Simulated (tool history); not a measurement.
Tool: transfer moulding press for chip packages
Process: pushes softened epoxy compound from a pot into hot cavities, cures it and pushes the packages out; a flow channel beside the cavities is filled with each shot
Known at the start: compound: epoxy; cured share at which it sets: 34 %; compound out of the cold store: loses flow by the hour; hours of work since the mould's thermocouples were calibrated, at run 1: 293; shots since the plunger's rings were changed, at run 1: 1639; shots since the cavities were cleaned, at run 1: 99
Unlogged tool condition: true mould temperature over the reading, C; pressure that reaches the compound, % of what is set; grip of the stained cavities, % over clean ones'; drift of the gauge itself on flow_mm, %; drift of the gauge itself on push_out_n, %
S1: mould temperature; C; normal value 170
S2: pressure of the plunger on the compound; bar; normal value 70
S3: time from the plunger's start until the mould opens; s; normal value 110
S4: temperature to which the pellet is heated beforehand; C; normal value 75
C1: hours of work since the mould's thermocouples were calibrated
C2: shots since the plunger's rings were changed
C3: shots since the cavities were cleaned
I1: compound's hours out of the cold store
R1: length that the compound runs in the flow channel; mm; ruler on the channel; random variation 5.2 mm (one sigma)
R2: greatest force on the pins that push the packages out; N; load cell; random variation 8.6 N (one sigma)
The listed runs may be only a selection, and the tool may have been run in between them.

{"run": 1, "hour": 0.0, "S1": 170, "S2": 70, "S3": 110, "S4": 75, "C1": 293, "C2": 1639, "C3": 99, "I1": 9.1, "R1": 1022, "R2": 495}
{"run": 2, "hour": 30.4, "S1": 178, "S2": 70, "S3": 110, "S4": 75, "C1": 317, "C2": 2060, "C3": 520, "I1": 30.5, "R1": 886, "R2": 532}
{"hour": 44.8, "done": "cavities cleaned with cleaning compound and waxed"}
{"run": 3, "hour": 62.0, "S1": 178, "S2": 70, "S3": 110, "S4": 75, "C1": 340, "C2": 2477, "C3": 237, "I1": 28.1, "R1": 889, "R2": 619}
{"run": 4, "hour": 81.3, "S1": 178, "S2": 70, "S3": 110, "S4": 75, "C1": 355, "C2": 2745, "C3": 505, "I1": 16.6, "R1": 942, "R2": 636}
{"hour": 97.9, "done": "cavities cleaned with cleaning compound and waxed"}
{"run": 5, "hour": 107.0, "S1": 178, "S2": 70, "S3": 110, "S4": 75, "C1": 374, "C2": 3080, "C3": 125, "I1": 17.9, "R1": 934, "R2": 408}
{"run": 6, "hour": 122.8, "S1": 178, "S2": 70, "S3": 110, "S4": 75, "C1": 386, "C2": 3300, "C3": 345, "I1": 15.8, "R1": 947, "R2": 483}
{"hour": 148.8, "done": "cavities cleaned with cleaning compound and waxed"}
{"run": 7, "hour": 155.5, "S1": 178, "S2": 70, "S3": 110, "S4": 75, "C1": 410, "C2": 3733, "C3": 93, "I1": 12, "R1": 962, "R2": 381}
{"run": 8, "hour": 185.8, "S1": 170, "S2": 70, "S3": 110, "S4": 75, "C1": 434, "C2": 4153, "C3": 513, "I1": 40.2, "R1": 861, "R2": 644}
{"hour": 196.0, "done": "cavities cleaned with cleaning compound and waxed, once more"}
{"run": 9, "hour": 207.6, "S1": 170, "S2": 70, "S3": 110, "S4": 75, "C1": 450, "C2": 4435, "C3": 161, "I1": 38.5, "R1": 860, "R2": 488}
{"run": 10, "hour": 222.4, "S1": 170, "S2": 70, "S3": 110, "S4": 75, "C1": 461, "C2": 4640, "C3": 366, "I1": 9.9, "R1": 989, "R2": 657}
{"run": 11, "hour": 243.2, "S1": 170, "S2": 70, "S3": 110, "S4": 75, "C1": 477, "C2": 4928, "C3": 654, "I1": 34.3, "R1": 871, "R2": 663}
{"hour": 249.9, "done": "plunger's sealing rings changed"}
{"hour": 251.4, "done": "cavities cleaned with cleaning compound and waxed"}
{"run": 12, "hour": 271.9, "S1": 170, "S2": 70, "S3": 110, "S4": 75, "C1": 497, "C2": 284, "C3": 284, "I1": 25.1, "R1": 967, "R2": 588}
{"run": 13, "hour": 290.1, "S1": 170, "S2": 70, "S3": 137, "S4": 75, "C1": 511, "C2": 536, "C3": 536, "I1": 9.9, "R1": 1029, "R2": 541}
{"hour": 304.1, "done": "cavities cleaned with cleaning compound and waxed"}
{"run": 14, "hour": 317.8, "S1": 165, "S2": 70, "S3": 110, "S4": 75, "C1": 531, "C2": 900, "C3": 189, "I1": 44.4, "R1": 892, "R2": 692}
{"run": 15, "hour": 345.6, "S1": 164, "S2": 70, "S3": 100, "S4": 67, "C1": 553, "C2": 1286, "C3": 575, "I1": 37, "R1": 922, "R2": 1148}
{"hour": 356.3, "done": "cavities cleaned with cleaning compound and waxed"}
{"run": 16, "hour": 369.1, "S1": 178, "S2": 83.9, "S3": 101, "S4": 67, "C1": 570, "C2": 1590, "C3": 176, "I1": 22.1, "R1": 1016, "R2": 452}
{"run": 17, "hour": 387.2, "S1": 172, "S2": 71.1, "S3": 108, "S4": 75, "C1": 584, "C2": 1842, "C3": 428, "I1": 22.9, "R1": 972, "R2": 601}
{"hour": 407.3, "done": "cavities cleaned with cleaning compound and waxed"}
{"run": 18, "hour": 409.8, "S1": 170, "S2": 80.2, "S3": 145, "S4": 84, "C1": 600, "C2": 2135, "C3": 35, "I1": 10.3, "R1": 1086, "R2": 338}
{"hour": 431.6, "done": "mould's thermocouples calibrated"}
{"run": 19, "hour": 441.9, "S1": 170, "S2": 67.5, "S3": 110, "S4": 75, "C1": 8, "C2": 2552, "C3": 452, "I1": 37.7, "R1": 873, "R2": 600}
{"hour": 461.3, "done": "cavities cleaned with cleaning compound and waxed"}
{"run": 20, "hour": 464.3, "S1": 176, "S2": 70, "S3": 121, "S4": 75, "C1": 24, "C2": 2843, "C3": 43, "I1": 38.7, "R1": 860, "R2": 353}
{"run": 21, "hour": 487.1, "S1": 176, "S2": 69, "S3": 120, "S4": 75, "C1": 42, "C2": 3159, "C3": 359, "I1": 21.7, "R1": 925, "R2": 509}
{"run": 22, "hour": 509.6, "S1": 170, "S2": 70, "S3": 98, "S4": 75, "C1": 59, "C2": 3471, "C3": 671, "I1": 39.9, "R1": 863, "R2": 790}
{"hour": 513.0, "done": "cavities cleaned with cleaning compound and waxed"}
{"run": 23, "hour": 526.5, "S1": 170, "S2": 70, "S3": 92, "S4": 80, "C1": 71, "C2": 3684, "C3": 188, "I1": 19.6, "R1": 957, "R2": 726}
{"run": 24, "hour": 548.6, "S1": 170, "S2": 70, "S3": 92, "S4": 80, "C1": 89, "C2": 3990, "C3": 494, "I1": 31.6, "R1": 898, "R2": 869}
{"hour": 564.1, "done": "cavities cleaned with cleaning compound and waxed"}
{"run": 25, "hour": 575.0, "S1": 170, "S2": 70, "S3": 92, "S4": 80, "C1": 108, "C2": 4336, "C3": 151, "I1": 26.7, "R1": 907, "R2": 723}
{"run": 26, "hour": 593.7, "S1": 170, "S2": 70, "S3": 92, "S4": 80, "C1": 122, "C2": 4595, "C3": 410, "I1": 26.5, "R1": 913, "R2": 876}
{"hour": 615.4, "done": "cavities cleaned with cleaning compound and waxed"}
{"run": 27, "hour": 615.4, "S1": 170, "S2": 70, "S3": 92, "S4": 80, "C1": 138, "C2": 4875, "C3": 0, "I1": 10.4, "R1": 984, "R2": 552}

Consider 3 possible next runs. They are alternatives, not a sequence: every one starts from the tool as it was left by run 27. What does each give?
{"hour": 625.0, "done": "plunger's sealing rings changed"}
{"run": "A", "hour": 644.0, "S1": 170, "S2": 85.9, "S3": 92, "S4": 80, "C1": 158, "C2": 264, "C3": 362, "I1": 20.1, "R1": "?", "R2": "?"}
{"hour": 625.0, "done": "plunger's sealing rings changed"}
{"run": "B", "hour": 644.0, "S1": 172, "S2": 70, "S3": 127, "S4": 75, "C1": 158, "C2": 264, "C3": 362, "I1": 29.8, "R1": "?", "R2": "?"}
{"hour": 625.0, "done": "plunger's sealing rings changed"}
{"run": "C", "hour": 644.0, "S1": 170, "S2": 70, "S3": 92, "S4": 83, "C1": 158, "C2": 264, "C3": 362, "I1": 17, "R1": "?", "R2": "?"}

run=A R1=1089 R2=834
run=B R1=942 R2=516
run=C R1=993 R2=877
What these runs would have given with no unlogged condition in the tool:
run=A R1=1090 R2=495
run=B R1=943 R2=316
run=C R1=994 R2=519
